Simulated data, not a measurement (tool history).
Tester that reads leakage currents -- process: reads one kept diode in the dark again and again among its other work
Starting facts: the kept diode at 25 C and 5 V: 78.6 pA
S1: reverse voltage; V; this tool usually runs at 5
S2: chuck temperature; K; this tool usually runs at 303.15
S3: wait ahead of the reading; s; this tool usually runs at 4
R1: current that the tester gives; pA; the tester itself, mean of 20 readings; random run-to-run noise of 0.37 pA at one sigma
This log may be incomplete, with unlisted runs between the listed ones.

{"run": 1, "day": 0.0, "S1": 5, "S2": 303.15, "S3": 4, "R1": 125.34}
{"run": 2, "day": 1.171, "S1": 5, "S2": 303.15, "S3": 4, "R1": 125.7}
{"run": 3, "day": 2.754, "S1": 5, "S2": 303.15, "S3": 4, "R1": 125.75}
{"run": 4, "day": 4.821, "S1": 5, "S2": 303.15, "S3": 4, "R1": 125.61}
{"run": 5, "day": 6.804, "S1": 11.14, "S2": 303.15, "S3": 4, "R1": 166.56}
{"run": 6, "day": 8.233, "S1": 11.14, "S2": 303.15, "S3": 4, "R1": 166.26}
{"run": 7, "day": 9.762, "S1": 11.14, "S2": 303.15, "S3": 1.16, "R1": 168.93}
{"run": 8, "day": 11.858, "S1": 11.14, "S2": 303.15, "S3": 1.16, "R1": 168.53}
{"run": 9, "day": 13.467, "S1": 11.14, "S2": 303.15, "S3": 1.16, "R1": 167.82}
{"run": 10, "day": 15.575, "S1": 1.19, "S2": 298.15, "S3": 4, "R1": 50.3}
{"run": 11, "day": 17.688, "S1": 1.19, "S2": 310.15, "S3": 1.33, "R1": 139.46}
{"run": 12, "day": 18.646, "S1": 5.7, "S2": 303.15, "S3": 3.45, "R1": 131.48}

For run 13, what comes out?
{"run": 13, "day": 20.404, "S1": 5.7, "S2": 303.15, "S3": 3.45, "R1": "?"}

Run 13 produced R1 131.16 pA.
The same run, on a tool lacking any hidden state, would have yielded R1 128.07 pA.
